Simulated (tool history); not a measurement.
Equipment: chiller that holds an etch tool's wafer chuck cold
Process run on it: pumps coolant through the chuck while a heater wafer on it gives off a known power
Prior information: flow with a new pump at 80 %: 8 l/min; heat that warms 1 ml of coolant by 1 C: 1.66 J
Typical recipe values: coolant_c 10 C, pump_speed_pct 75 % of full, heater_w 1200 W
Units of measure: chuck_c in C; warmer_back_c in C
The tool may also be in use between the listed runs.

run 1 hour=0 | coolant_c=10 pump_speed_pct=75 heater_w=1200 | chuck_c=21.7 warmer_back_c=5.91
run 2 hour=97 | coolant_c=15 pump_speed_pct=75 heater_w=1200 | chuck_c=26.8 warmer_back_c=5.94
run 3 hour=200.1 | coolant_c=15 pump_speed_pct=75 heater_w=1200 | chuck_c=26.7 warmer_back_c=5.9
run 4 hour=297.1 | coolant_c=15 pump_speed_pct=75 heater_w=1200 | chuck_c=26.8 warmer_back_c=5.96
run 5 hour=375.7 | coolant_c=15 pump_speed_pct=75 heater_w=1200 | chuck_c=26.6 warmer_back_c=5.95
run 6 hour=452.9 | coolant_c=15 pump_speed_pct=75 heater_w=1200 | chuck_c=26.7 warmer_back_c=5.94
run 7 hour=545.4 | coolant_c=10 pump_speed_pct=91 heater_w=1200 | chuck_c=20.1 warmer_back_c=4.8
run 8 hour=666.9 | coolant_c=10 pump_speed_pct=75 heater_w=1200 | chuck_c=21.7 warmer_back_c=6
run 9 hour=817.3 | coolant_c=10 pump_speed_pct=75 heater_w=1164 | chuck_c=21.4 warmer_back_c=5.86
run 10 hour=921.5 | coolant_c=10 pump_speed_pct=75 heater_w=1164 | chuck_c=21.6 warmer_back_c=5.86
run 11 hour=1032.6 | coolant_c=10 pump_speed_pct=75 heater_w=1164 | chuck_c=21.6 warmer_back_c=5.87
-- hour=1044.3 coolant pump overhauled
-- hour=1161 coolant changed, channels flushed
run 12 hour=1190.1 | coolant_c=9 pump_speed_pct=84 heater_w=1123 | chuck_c=18.6 warmer_back_c=4.99
run 13 hour=1274.7 | coolant_c=6 pump_speed_pct=69 heater_w=1200 | chuck_c=17.9 warmer_back_c=6.66
run 14 hour=1425.5 | coolant_c=10 pump_speed_pct=68 heater_w=1104 | chuck_c=21.1 warmer_back_c=6.17
-- hour=1499.2 coolant pump overhauled, once more
run 15 hour=1524.7 | coolant_c=9 pump_speed_pct=86 heater_w=1010 | chuck_c=17.4 warmer_back_c=4.21
-- hour=1633.4 chiller's thermometer calibrated
run 16 hour=1647.8 | coolant_c=4 pump_speed_pct=91 heater_w=1010 | chuck_c=12.2 warmer_back_c=4
run 17 hour=1749.5 | coolant_c=10 pump_speed_pct=96 heater_w=848 | chuck_c=16.5 warmer_back_c=3.15
run 18 hour=1843.6 | coolant_c=14 pump_speed_pct=71 heater_w=1174 | chuck_c=25.6 warmer_back_c=6.12
run 19 hour=1991.6 | coolant_c=14 pump_speed_pct=71 heater_w=1174 | chuck_c=25.6 warmer_back_c=6.12
run 20 hour=2070.6 | coolant_c=14 pump_speed_pct=71 heater_w=1174 | chuck_c=25.6 warmer_back_c=6.11
run 21 hour=2187.6 | coolant_c=0 pump_speed_pct=90 heater_w=1062 | chuck_c=8.8 warmer_back_c=4.29
run 22 hour=2317 | coolant_c=10 pump_speed_pct=75 heater_w=715 | chuck_c=16.7 warmer_back_c=3.54

Branching from run 22: 3 alternative next runs. What would each branch give?
run A hour=2456 | coolant_c=10 pump_speed_pct=75 heater_w=802 | chuck_c=? warmer_back_c=?
run B hour=2456 | coolant_c=10 pump_speed_pct=63 heater_w=1200 | chuck_c=? warmer_back_c=?
run C hour=2456 | coolant_c=5 pump_speed_pct=68 heater_w=1200 | chuck_c=? warmer_back_c=?

run=A chuck_c=17.7 warmer_back_c=3.93
run=B chuck_c=23.1 warmer_back_c=7.19
run=C chuck_c=17.2 warmer_back_c=6.66
With no hidden state in the tool, these same runs would have given:
run=A chuck_c=17.6 warmer_back_c=3.86
run=B chuck_c=22.8 warmer_back_c=7.05
run=C chuck_c=17 warmer_back_c=6.54

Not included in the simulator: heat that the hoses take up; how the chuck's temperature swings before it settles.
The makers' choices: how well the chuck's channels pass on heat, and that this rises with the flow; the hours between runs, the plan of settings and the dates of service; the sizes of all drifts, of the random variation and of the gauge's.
